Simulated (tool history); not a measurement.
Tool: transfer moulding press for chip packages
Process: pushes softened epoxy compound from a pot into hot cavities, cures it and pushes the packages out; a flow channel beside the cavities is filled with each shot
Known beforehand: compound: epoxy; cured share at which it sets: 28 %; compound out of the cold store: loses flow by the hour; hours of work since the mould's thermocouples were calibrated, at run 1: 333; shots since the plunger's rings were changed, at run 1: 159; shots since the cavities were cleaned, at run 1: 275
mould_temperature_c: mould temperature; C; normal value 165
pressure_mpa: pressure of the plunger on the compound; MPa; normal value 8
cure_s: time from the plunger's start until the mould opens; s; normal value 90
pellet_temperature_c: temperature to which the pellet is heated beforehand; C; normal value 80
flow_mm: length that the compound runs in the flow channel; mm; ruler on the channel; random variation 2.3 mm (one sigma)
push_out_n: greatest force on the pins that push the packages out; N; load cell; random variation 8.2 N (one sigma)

run	hour	mould_temperature_c	pressure_mpa	cure_s	pellet_temperature_c	hours of work since the mould's thermocouples were calibrated	shots since the plunger's rings were changed	shots since the cavities were cleaned	incoming compound's hours out of the cold store	flow_mm	push_out_n
1	0	165	8	90	80	333	159	275	29	742	535
2	8.9	165	8	90	80	338	261	377	44	689	590
# hour 19.8: cavities cleaned with cleaning compound and waxed
3	26.6	165	7.23	90	80	348	446	78	33.1	689	414
4	39.7	165	7.23	90	80	357	595	227	46.9	645	501
5	55.5	165	8	90	80	366	774	406	32.1	730	586
# hour 62.5: cavities cleaned with cleaning compound and waxed
6	66.4	165	8	90	80	372	881	44	12.8	796	400
7	76.6	165	8	90	85	379	998	161	13.9	793	489
8	85.4	165	8	108	85	384	1098	261	12.6	798	517
9	100.1	165	8	108	85	393	1266	429	20.6	761	553
# hour 105.8: cavities cleaned with cleaning compound and waxed
10	114.1	165	8	108	73	401	1408	94	40.9	695	405
11	126.4	165	8	108	73	409	1548	234	31.9	724	467
12	143.4	165	8	108	73	419	1743	429	30.1	730	564
# hour 149.7: cavities cleaned with cleaning compound and waxed
13	160.2	165	8	108	73	429	1917	119	8.2	806	424
# hour 163.8: mould's thermocouples calibrated
14	173.3	165	8	90	80	6	2044	246	19.5	761	527
15	190.2	160	9.9	90	88	16	2236	438	20	861	758
# hour 195.4: cavities cleaned with cleaning compound and waxed
# hour 201.6: mould's thermocouples calibrated, once more
16	204.9	168	9.91	95	75	2	2363	84	19	837	390
17	219.1	168	9.91	86	70	11	2525	246	16.2	847	514
18	236	164	9.68	109	88	21	2718	439	46.4	738	577
# hour 240: cavities cleaned with cleaning compound and waxed
19	257.2	163	7.44	109	78	34	2942	195	38.5	672	470
20	268.2	165	8.41	111	77	41	3068	321	30.6	733	521
# hour 283.6: cavities cleaned with cleaning compound and waxed
21	285.6	165	8.41	111	77	50	3249	23	40.1	697	360
22	302.4	165	8.41	111	77	61	3440	214	10.6	803	479
23	315.5	165	7.11	90	73	69	3590	364	25	687	577
# hour 326.1: cavities cleaned with cleaning compound and waxed
24	332.7	165	7.11	90	73	79	3769	75	29.6	671	402
25	342.9	165	9.95	98	73	85	3885	191	29.4	795	466
26	351.9	165	8	90	87	91	3988	294	14.3	764	544
# hour 368.9: cavities cleaned with cleaning compound and waxed
27	374	164	8	103	87	104	4223	59	8.2	792	402

Here are 5 independent what-if runs from the current tool condition. What would each one return?
A	388	164	8.93	103	87	112	4382	218	41.3	?	?
B	388	165	8	111	80	112	4382	218	45.3	?	?
C	388	164	7.67	90	74	112	4382	218	39.9	?	?
D	388	164	8.89	103	87	112	4382	218	21.3	?	?
E	388	162	9.33	72	80	112	4382	218	16.2	?	?

run	flow_mm	push_out_n
A	707	478
B	660	464
C	666	525
D	782	482
E	826	809
The same runs, with their run-to-run variation unchanged, on a tool lacking any hidden condition would have given:
run	flow_mm	push_out_n
A	737	339
B	688	330
C	694	373
D	815	343
E	861	570

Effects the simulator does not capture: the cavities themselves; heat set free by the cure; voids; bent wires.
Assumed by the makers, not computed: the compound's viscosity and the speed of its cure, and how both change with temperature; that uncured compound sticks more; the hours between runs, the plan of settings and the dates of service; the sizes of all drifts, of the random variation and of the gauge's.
